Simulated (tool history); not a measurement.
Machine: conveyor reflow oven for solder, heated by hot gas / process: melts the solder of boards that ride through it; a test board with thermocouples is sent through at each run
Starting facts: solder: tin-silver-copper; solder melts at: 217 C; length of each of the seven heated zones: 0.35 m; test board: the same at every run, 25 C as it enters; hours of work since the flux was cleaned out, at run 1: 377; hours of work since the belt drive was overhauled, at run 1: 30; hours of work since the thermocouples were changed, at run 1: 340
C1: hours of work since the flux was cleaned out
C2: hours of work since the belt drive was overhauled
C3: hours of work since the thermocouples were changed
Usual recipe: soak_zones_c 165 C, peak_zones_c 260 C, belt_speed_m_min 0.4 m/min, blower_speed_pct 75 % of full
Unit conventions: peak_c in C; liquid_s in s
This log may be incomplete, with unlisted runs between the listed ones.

run 1 day=0 | soak_zones_c=165 peak_zones_c=260 belt_speed_m_min=0.4 blower_speed_pct=75 | C1=377 C2=30 C3=340 | peak_c=246.56 liquid_s=69.8
run 2 day=0.438 | soak_zones_c=165 peak_zones_c=260 belt_speed_m_min=0.4 blower_speed_pct=56 | C1=385 C2=37 C3=348 | peak_c=243.35 liquid_s=64.2
run 3 day=0.796 | soak_zones_c=165 peak_zones_c=260 belt_speed_m_min=0.4 blower_speed_pct=56 | C1=391 C2=43 C3=354 | peak_c=243.43 liquid_s=64.1
run 4 day=1.254 | soak_zones_c=165 peak_zones_c=260 belt_speed_m_min=0.4 blower_speed_pct=56 | C1=399 C2=51 C3=362 | peak_c=243.31 liquid_s=64.2
run 5 day=1.512 | soak_zones_c=165 peak_zones_c=260 belt_speed_m_min=0.4 blower_speed_pct=77 | C1=403 C2=56 C3=366 | peak_c=246.89 liquid_s=70.1
run 6 day=1.875 | soak_zones_c=165 peak_zones_c=260 belt_speed_m_min=0.37 blower_speed_pct=77 | C1=410 C2=62 C3=372 | peak_c=248.81 liquid_s=79.5
run 7 day=2.383 | soak_zones_c=165 peak_zones_c=260 belt_speed_m_min=0.37 blower_speed_pct=77 | C1=418 C2=71 C3=381 | peak_c=248.89 liquid_s=79.8
run 8 day=2.896 | soak_zones_c=165 peak_zones_c=260 belt_speed_m_min=0.4 blower_speed_pct=71 | C1=427 C2=80 C3=390 | peak_c=245.89 liquid_s=68.5
run 9 day=3.162 | soak_zones_c=165 peak_zones_c=260 belt_speed_m_min=0.4 blower_speed_pct=71 | C1=432 C2=84 C3=394 | peak_c=245.75 liquid_s=68.5
run 10 day=3.462 | soak_zones_c=165 peak_zones_c=260 belt_speed_m_min=0.4 blower_speed_pct=71 | C1=437 C2=89 C3=400 | peak_c=245.78 liquid_s=68.4
run 11 day=3.733 | soak_zones_c=165 peak_zones_c=260 belt_speed_m_min=0.4 blower_speed_pct=71 | C1=442 C2=94 C3=404 | peak_c=245.95 liquid_s=68.6
run 12 day=4.242 | soak_zones_c=165 peak_zones_c=260 belt_speed_m_min=0.4 blower_speed_pct=71 | C1=450 C2=103 C3=413 | peak_c=245.75 liquid_s=68.5
run 13 day=4.579 | soak_zones_c=165 peak_zones_c=260 belt_speed_m_min=0.4 blower_speed_pct=71 | C1=456 C2=108 C3=419 | peak_c=245.56 liquid_s=68.4
run 14 day=4.962 | soak_zones_c=165 peak_zones_c=260 belt_speed_m_min=0.4 blower_speed_pct=71 | C1=463 C2=115 C3=425 | peak_c=245.61 liquid_s=68.3
-- day=5.496 flux residue cleaned out of gas plates and filters
run 15 day=5.617 | soak_zones_c=165 peak_zones_c=260 belt_speed_m_min=0.4 blower_speed_pct=71 | C1=2 C2=123 C3=433 | peak_c=248.25 liquid_s=72.5
run 16 day=5.892 | soak_zones_c=165 peak_zones_c=270 belt_speed_m_min=0.457 blower_speed_pct=75 | C1=7 C2=128 C3=438 | peak_c=253.85 liquid_s=66.8
run 17 day=6.296 | soak_zones_c=165 peak_zones_c=248 belt_speed_m_min=0.392 blower_speed_pct=75 | C1=14 C2=135 C3=445 | peak_c=238.15 liquid_s=62.3
run 18 day=6.575 | soak_zones_c=165 peak_zones_c=253 belt_speed_m_min=0.32 blower_speed_pct=69 | C1=19 C2=139 C3=450 | peak_c=246.44 liquid_s=92.8
run 19 day=7.1 | soak_zones_c=167 peak_zones_c=264 belt_speed_m_min=0.383 blower_speed_pct=85 | C1=28 C2=148 C3=459 | peak_c=254.9 liquid_s=84.9
run 20 day=7.533 | soak_zones_c=167 peak_zones_c=264 belt_speed_m_min=0.383 blower_speed_pct=85 | C1=35 C2=156 C3=466 | peak_c=254.84 liquid_s=84.7
run 21 day=7.858 | soak_zones_c=167 peak_zones_c=264 belt_speed_m_min=0.383 blower_speed_pct=85 | C1=41 C2=161 C3=472 | peak_c=254.99 liquid_s=84.7
run 22 day=8.312 | soak_zones_c=165 peak_zones_c=259 belt_speed_m_min=0.367 blower_speed_pct=75 | C1=48 C2=169 C3=479 | peak_c=249.71 liquid_s=82.4
run 23 day=8.617 | soak_zones_c=165 peak_zones_c=260 belt_speed_m_min=0.4 blower_speed_pct=57 | C1=54 C2=174 C3=485 | peak_c=245.36 liquid_s=68
run 24 day=8.975 | soak_zones_c=178 peak_zones_c=260 belt_speed_m_min=0.442 blower_speed_pct=54 | C1=60 C2=181 C3=491 | peak_c=244.12 liquid_s=64.1
run 25 day=9.379 | soak_zones_c=171 peak_zones_c=272 belt_speed_m_min=0.423 blower_speed_pct=55 | C1=67 C2=188 C3=498 | peak_c=254.95 liquid_s=75.4

Below are 3 alternative next runs, each starting from the tool's condition after run 25. Predict each:
-- day=9.742 thermocouples of zones 6 and 7 changed
run A day=9.762 | soak_zones_c=165 peak_zones_c=270 belt_speed_m_min=0.4 blower_speed_pct=75 | C1=72 C2=193 C3=0 | peak_c=? liquid_s=?
-- day=9.742 thermocouples of zones 6 and 7 changed
run B day=9.762 | soak_zones_c=154 peak_zones_c=272 belt_speed_m_min=0.345 blower_speed_pct=51 | C1=72 C2=193 C3=0 | peak_c=? liquid_s=?
-- day=9.742 thermocouples of zones 6 and 7 changed
run C day=9.762 | soak_zones_c=165 peak_zones_c=274 belt_speed_m_min=0.4 blower_speed_pct=51 | C1=72 C2=193 C3=0 | peak_c=? liquid_s=?

run=A peak_c=257.28 liquid_s=80.9
run=B peak_c=257.81 liquid_s=89.8
run=C peak_c=256.35 liquid_s=78.5
The same runs, with their run-to-run variation unchanged, on a tool lacking any hidden condition would have given:
run=A peak_c=257.65 liquid_s=81.1
run=B peak_c=258.09 liquid_s=90
run=C peak_c=256.66 liquid_s=78.7
